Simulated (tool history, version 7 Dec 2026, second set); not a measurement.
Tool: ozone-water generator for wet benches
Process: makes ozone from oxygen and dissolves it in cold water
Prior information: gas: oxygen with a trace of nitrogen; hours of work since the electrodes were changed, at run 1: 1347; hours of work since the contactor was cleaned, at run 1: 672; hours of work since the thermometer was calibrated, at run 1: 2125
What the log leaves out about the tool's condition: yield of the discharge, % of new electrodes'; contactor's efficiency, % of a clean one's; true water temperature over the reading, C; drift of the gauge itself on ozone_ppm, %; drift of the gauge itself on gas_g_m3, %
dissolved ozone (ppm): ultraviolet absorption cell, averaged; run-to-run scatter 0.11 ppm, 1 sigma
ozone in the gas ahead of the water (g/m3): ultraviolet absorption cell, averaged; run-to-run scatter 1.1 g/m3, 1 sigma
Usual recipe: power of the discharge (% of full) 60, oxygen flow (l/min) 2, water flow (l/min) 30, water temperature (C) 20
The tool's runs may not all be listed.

run	hour	power of the discharge (% of full)	oxygen flow (l/min)	water flow (l/min)	water temperature (C)	hours of work since the electrodes were changed	hours of work since the contactor was cleaned	hours of work since the thermometer was calibrated	dissolved ozone (ppm)	ozone in the gas ahead of the water (g/m3)
1	0	60	2	30	20	1347	672	2125	8.8	184.6
2	37.3	60	2	30	20	1376	701	2154	8.7	187.6
3	73.3	60	2	30	20	1404	729	2182	8.6	186
4	111.4	60	2	30	20	1433	758	2212	8.8	184.2
5	153.9	60	2	30	20	1466	791	2245	8.8	184.6
6	193.2	60	2	30	20	1497	822	2275	8.7	186.9
7	217.9	60	2	30	20	1516	841	2295	8.8	185.3
8	253.2	60	2	30	20	1543	869	2322	8.7	185.3
9	301.9	60	2	30	20	1581	906	2360	8.7	184.3
10	355.6	67	2	30	20	1623	948	2402	9.2	196.9
11	397.9	67	2	30	20	1656	981	2435	9.3	199.5
12	442	67	2	30	20	1690	1015	2469	9.2	195
13	466.4	67	2	30	20	1709	1034	2488	9.2	199
14	506	67	2	30	20	1740	1065	2519	9.2	196
15	550.2	67	3.27	24	22	1774	1100	2553	14	163.6
16	590.1	81	2.18	24	16	1805	1131	2584	13.9	212.2
17	614.1	42	1.78	30	20	1824	1149	2603	6.6	153
18	649.7	42	1.78	30	20	1852	1177	2630	6.7	151.7
19	683.8	60	2	30	23	1878	1203	2657	8.5	183.1
20	719.3	52	2.67	30	23	1906	1231	2684	8.9	148.3
21	749.5	55	2	30	20	1929	1254	2708	7.9	170.1
22	783.3	75	3.07	41	16	1956	1281	2734	9	178.5
23	817.9	75	3.07	41	16	1982	1308	2761	9	177.3
24	871.5	60	2	24	12	2024	1349	2803	11.6	181.7
25	917.8	60	2	30	20	2060	1385	2839	8.8	179.6
26	970.9	48	1.77	29	13	2101	1427	2880	7.9	165.8

A few steps of ozone in the gas ahead of the water (g/m3) between consecutive runs. Split each: what settings, incoming material and random variation would produce without the hidden state, and what is left over for the hidden state, along with gauge scatter present in only one of the two compared results (measured, and without hidden state):
Run 15 -> 16: power of the discharge (% of full) 67 -> 81, oxygen flow (l/min) 3.27 -> 2.18, water temperature (C) 22 -> 16. ozone in the gas ahead of the water (g/m3) +48.6: hidden state -0.9, all else +49.5.
Run 16 -> 17: power of the discharge (% of full) 81 -> 42, oxygen flow (l/min) 2.18 -> 1.78, water flow (l/min) 24 -> 30, water temperature (C) 16 -> 20. ozone in the gas ahead of the water (g/m3) -59.2: hidden state +0.8, all else -60.
